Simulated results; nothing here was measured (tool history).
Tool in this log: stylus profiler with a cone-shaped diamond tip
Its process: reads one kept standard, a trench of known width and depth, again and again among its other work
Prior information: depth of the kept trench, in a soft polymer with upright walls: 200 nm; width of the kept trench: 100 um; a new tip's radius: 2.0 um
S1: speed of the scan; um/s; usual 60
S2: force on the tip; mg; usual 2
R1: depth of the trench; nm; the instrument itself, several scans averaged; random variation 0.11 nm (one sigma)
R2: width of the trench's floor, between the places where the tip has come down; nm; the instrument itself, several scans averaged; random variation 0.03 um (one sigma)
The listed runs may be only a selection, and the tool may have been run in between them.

run      day   S1    S2      R1     R2
  1        0   60     2  202.14  98000
  2     3.75   60     2  202.34  98030
  3    6.946   60     2  201.83  98050
  4   12.271   60     2  201.96  98090
  5   15.096   60     2  201.94  98090
  6   19.038  234     2  201.94  97420
  7   21.512  234     2  201.94  97500
  8   23.804  234     2  202.08  97440
  9   27.783  234     2  201.92  97470
 10   30.658   60     2  202.13  98020
 11   33.533   35     2  202.21  98110
 12   37.812   35     2  202.09  98110
 13   40.825   35     2   202.2  98160
 14   43.125   60     2  202.09  98060
 15   47.025   60  1.05  201.38  98020
 16     51.4   60  1.05  201.35  97970
 17   54.358   60  1.05  201.33  97970
 18   59.388   60  0.71  200.94  97900
 19   63.171   60  0.71  201.05  97920
      64.967  -- height scale calibrated on a step standard
 20   66.358   60  0.71  201.07  97980
 21   71.804   83     2  201.84  97980
 22   75.354   60  0.95  201.19  97940
 23   79.525   60  0.95  201.32  97900
 24       82   28  1.11  201.35  98090
 25   86.696   28  1.11  201.41  98150
 26   90.933   62  1.57  201.73  98000
 27   95.112   40  2.02  201.94  98130
 28   99.704  232   0.9  201.18  97110
 29  103.083  195  1.84  201.98  97550
 30  107.733   96  1.84  201.88  97950
 31  111.462   96  1.84  202.03  97930
 32  113.983  106     2  201.84  97850
 33  118.183  106     2  202.02  97930
 34  122.817  106     2  201.99  97920
 35  127.175  183  0.78  200.94  97210
 36  131.792   93     2  201.96  97940
 37  136.196  178  3.18  202.81  97770
     138.029  -- height scale calibrated on a step standard
 38  141.012   46  4.68  203.58  98150
 39  145.921   35  4.99  203.56  98200
 40  148.679   35  4.99  203.59  98170
 41  150.867   35  4.99  203.83  98140
 42  153.438  226     2  201.96  97510
 43  155.638  138     2  201.95  97750
 44  159.208  195  1.13  201.34  97340

Here are 5 independent what-if runs from the current tool condition. What would each one return?
  A  164.542   35     2   ?   ?
  B  164.542  193  3.17   ?   ?
  C  164.542  157     2   ?   ?
  D  164.542   60   4.1   ?   ?
  E  164.542  195   1.5   ?   ?

run      R1     R2
  A  202.08  98110
  B  202.79  97690
  C  202.14  97680
  D  203.05  98070
  E  201.75  97530
With the hidden condition removed and each run's random variation left untouched, the same runs would have given:
run      R1     R2
  A  202.08  98120
  B  202.78  97700
  C  202.14  97690
  D  203.04  98070
  E  201.74  97540
